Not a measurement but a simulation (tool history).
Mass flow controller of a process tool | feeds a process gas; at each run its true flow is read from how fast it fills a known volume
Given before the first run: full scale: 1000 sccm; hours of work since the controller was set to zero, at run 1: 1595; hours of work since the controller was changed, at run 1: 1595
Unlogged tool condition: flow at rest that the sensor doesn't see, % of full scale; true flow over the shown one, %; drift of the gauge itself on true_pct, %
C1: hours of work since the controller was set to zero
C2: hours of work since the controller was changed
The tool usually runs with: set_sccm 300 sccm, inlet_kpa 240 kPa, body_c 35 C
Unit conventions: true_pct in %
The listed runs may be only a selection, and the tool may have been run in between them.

{"run": 1, "hour": 0.0, "set_sccm": 300, "inlet_kpa": 240, "body_c": 35, "C1": 1595, "C2": 1595, "true_pct": 97.83}
{"run": 2, "hour": 260.2, "set_sccm": 120, "inlet_kpa": 240, "body_c": 35, "C1": 1691, "C2": 1691, "true_pct": 97.29}
{"run": 3, "hour": 496.2, "set_sccm": 300, "inlet_kpa": 240, "body_c": 39, "C1": 1778, "C2": 1778, "true_pct": 97.6}
{"run": 4, "hour": 668.5, "set_sccm": 300, "inlet_kpa": 240, "body_c": 39, "C1": 1842, "C2": 1842, "true_pct": 97.84}
{"run": 5, "hour": 839.8, "set_sccm": 300, "inlet_kpa": 240, "body_c": 39, "C1": 1905, "C2": 1905, "true_pct": 97.7}
{"run": 6, "hour": 1006.8, "set_sccm": 300, "inlet_kpa": 240, "body_c": 39, "C1": 1967, "C2": 1967, "true_pct": 97.67}
{"run": 7, "hour": 1352.1, "set_sccm": 300, "inlet_kpa": 240, "body_c": 39, "C1": 2094, "C2": 2094, "true_pct": 97.85}
{"run": 8, "hour": 1632.6, "set_sccm": 300, "inlet_kpa": 240, "body_c": 39, "C1": 2198, "C2": 2198, "true_pct": 97.77}
{"run": 9, "hour": 1902.5, "set_sccm": 300, "inlet_kpa": 240, "body_c": 39, "C1": 2298, "C2": 2298, "true_pct": 97.63}
{"run": 10, "hour": 2170.6, "set_sccm": 300, "inlet_kpa": 240, "body_c": 39, "C1": 2397, "C2": 2397, "true_pct": 97.83}
{"run": 11, "hour": 2484.3, "set_sccm": 300, "inlet_kpa": 240, "body_c": 39, "C1": 2513, "C2": 2513, "true_pct": 97.76}
{"run": 12, "hour": 2831.1, "set_sccm": 300, "inlet_kpa": 240, "body_c": 35, "C1": 2641, "C2": 2641, "true_pct": 97.86}
{"run": 13, "hour": 3204.1, "set_sccm": 300, "inlet_kpa": 240, "body_c": 35, "C1": 2778, "C2": 2778, "true_pct": 97.81}
{"run": 14, "hour": 3563.2, "set_sccm": 706, "inlet_kpa": 201, "body_c": 29, "C1": 2911, "C2": 2911, "true_pct": 99.23}
{"run": 15, "hour": 3813.0, "set_sccm": 144, "inlet_kpa": 147, "body_c": 20, "C1": 3003, "C2": 3003, "true_pct": 97.98}
{"run": 16, "hour": 3973.4, "set_sccm": 539, "inlet_kpa": 249, "body_c": 35, "C1": 3062, "C2": 3062, "true_pct": 98.38}
{"run": 17, "hour": 4278.2, "set_sccm": 177, "inlet_kpa": 240, "body_c": 23, "C1": 3175, "C2": 3175, "true_pct": 97.82}
{"run": 18, "hour": 4571.4, "set_sccm": 273, "inlet_kpa": 159, "body_c": 40, "C1": 3283, "C2": 3283, "true_pct": 97.82}
{"run": 19, "hour": 4730.3, "set_sccm": 325, "inlet_kpa": 229, "body_c": 35, "C1": 3342, "C2": 3342, "true_pct": 97.78}
{"run": 20, "hour": 5070.8, "set_sccm": 472, "inlet_kpa": 169, "body_c": 26, "C1": 3468, "C2": 3468, "true_pct": 98.69}
{"run": 21, "hour": 5235.5, "set_sccm": 106, "inlet_kpa": 262, "body_c": 35, "C1": 3528, "C2": 3528, "true_pct": 97.25}
{"run": 22, "hour": 5464.8, "set_sccm": 106, "inlet_kpa": 262, "body_c": 35, "C1": 3613, "C2": 3613, "true_pct": 97.18}
{"run": 23, "hour": 5783.2, "set_sccm": 300, "inlet_kpa": 244, "body_c": 27, "C1": 3731, "C2": 3731, "true_pct": 98.05}
{"run": 24, "hour": 6115.2, "set_sccm": 297, "inlet_kpa": 244, "body_c": 36, "C1": 3853, "C2": 3853, "true_pct": 97.71}
{"run": 25, "hour": 6387.2, "set_sccm": 297, "inlet_kpa": 244, "body_c": 32, "C1": 3954, "C2": 3954, "true_pct": 97.98}
{"run": 26, "hour": 6553.5, "set_sccm": 297, "inlet_kpa": 244, "body_c": 32, "C1": 4015, "C2": 4015, "true_pct": 97.83}

Forecast each of these 4 alternatives for the next run:
{"run": "A", "hour": 6799.5, "set_sccm": 413, "inlet_kpa": 230, "body_c": 36, "C1": 4106, "C2": 4106, "true_pct": "?"}
{"run": "B", "hour": 6799.5, "set_sccm": 997, "inlet_kpa": 148, "body_c": 35, "C1": 4106, "C2": 4106, "true_pct": "?"}
{"run": "C", "hour": 6799.5, "set_sccm": 263, "inlet_kpa": 226, "body_c": 21, "C1": 4106, "C2": 4106, "true_pct": "?"}
{"run": "D", "hour": 6799.5, "set_sccm": 793, "inlet_kpa": 244, "body_c": 23, "C1": 4106, "C2": 4106, "true_pct": "?"}

run=A true_pct=98.09
run=B true_pct=99.95
run=C true_pct=98.18
run=D true_pct=99.39
Without the tool's hidden state the same runs would have given:
run=A true_pct=98.08
run=B true_pct=99.95
run=C true_pct=98.16
run=D true_pct=99.38

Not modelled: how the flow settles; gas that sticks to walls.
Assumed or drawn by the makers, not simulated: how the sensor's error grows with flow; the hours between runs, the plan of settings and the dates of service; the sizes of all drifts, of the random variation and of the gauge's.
